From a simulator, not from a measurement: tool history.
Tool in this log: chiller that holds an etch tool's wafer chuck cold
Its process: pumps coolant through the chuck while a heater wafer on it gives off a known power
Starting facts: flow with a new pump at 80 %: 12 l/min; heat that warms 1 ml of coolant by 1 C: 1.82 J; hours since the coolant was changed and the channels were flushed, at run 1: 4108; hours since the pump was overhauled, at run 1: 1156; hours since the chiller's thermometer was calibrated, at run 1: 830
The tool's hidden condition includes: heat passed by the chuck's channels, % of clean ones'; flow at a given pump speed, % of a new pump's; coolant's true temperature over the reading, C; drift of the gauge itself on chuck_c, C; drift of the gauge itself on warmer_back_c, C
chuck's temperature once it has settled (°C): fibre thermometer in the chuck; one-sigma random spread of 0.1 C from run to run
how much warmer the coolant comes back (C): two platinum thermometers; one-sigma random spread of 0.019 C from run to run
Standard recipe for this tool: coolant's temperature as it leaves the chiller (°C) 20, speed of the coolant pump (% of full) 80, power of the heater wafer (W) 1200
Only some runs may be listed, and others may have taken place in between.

run,hour,coolant's temperature as it leaves the chiller (°C),speed of the coolant pump (% of full),power of the heater wafer (W),hours since the coolant was changed and the channels were flushed,hours since the pump was overhauled,hours since the chiller's thermometer was calibrated,chuck's temperature once it has settled (°C),how much warmer the coolant comes back (C)
1,0,20,80,1200,4108,1156,830,36.7,3.34
2,23.7,20,80,1200,4131,1179,853,36.8,3.32
3,48.4,20,80,1200,4156,1204,878,36.8,3.32
4,67.3,20,80,1200,4175,1223,897,36.7,3.36
5,95.3,20,80,1200,4203,1251,925,36.5,3.34
6,128.4,20,80,1200,4236,1284,958,36.8,3.37
7,145.2,20,80,1482,4253,1301,975,40.9,4.09
8,165.3,20,80,1482,4273,1321,995,40.7,4.12
9,187.8,20,80,1216,4295,1343,1017,37.2,3.37
10,217.9,20,80,1200,4325,1373,1047,36.7,3.36
11,250.9,14,80,1200,4358,1406,1080,30.8,3.33
12,281.6,20,70,1200,4389,1437,1111,38.9,3.81
13,306.9,20,97,1200,4415,1462,1137,34.3,2.76
14,344.3,21,80,1200,4452,1500,1174,37.8,3.33
15,375.8,21,80,1200,4483,1531,1205,37.8,3.31
16,399.9,22,80,1200,4508,1555,1230,38.8,3.35
17,424.1,22,80,757,4532,1580,1254,32.6,2.1
18,459.3,24,66,656,4567,1615,1289,34.8,2.22
# hour 462.1: chiller's thermometer calibrated
19,493.3,24,66,656,4600,1648,31,35,2.19
20,514.3,15,66,931,4621,1669,52,30.4,3.14
21,545.4,12,73,809,4652,1700,83,24.2,2.48
22,582.6,10,73,1703,4689,1737,121,36,5.22
23,602,15,78,1257,4709,1757,140,33.2,3.59
# hour 608.8: chiller's thermometer calibrated, once more
24,631.9,15,78,1257,4737,1785,23,33.2,3.59
25,659.2,10,80,1200,4765,1813,50,27.1,3.37
26,692.5,24,72,1200,4798,1846,84,42.7,3.73
27,726.3,20,71,1200,4832,1880,117,38.8,3.77
28,761.7,20,80,1533,4867,1915,153,41.9,4.28
29,799.6,21,80,830,4905,1953,191,32.8,2.32
30,828.2,21,80,830,4934,1982,219,32.9,2.32
31,856.3,25,80,713,4962,2010,247,35.2,1.98
32,892,12,72,840,4998,2046,283,25.2,2.64

How the hidden state differs across the entries between the runs, from the last listed run before each to the first after it:
In the gap between runs 18 and 19: chiller's thermometer calibrated (hour 462.1)
  heat passed by the chuck's channels, % of clean ones': 88.2 -> 88.1; coolant's true temperature over the reading, C: -0.1 -> -0.12
  measured result minus the result with no hidden state, chuck's temperature once it has settled (°C): +1.1 -> +1.2; how much warmer the coolant comes back (C): +0.03 -> +0.03
In the gap between runs 23 and 24: chiller's thermometer calibrated, once more (hour 608.8)
  heat passed by the chuck's channels, % of clean ones': 87.9 -> 87.8; coolant's true temperature over the reading, C: -0.14 -> -0.09
  measured result minus the result with no hidden state, chuck's temperature once it has settled (°C): +2.1 -> +2.1; how much warmer the coolant comes back (C): +0.06 -> +0.06
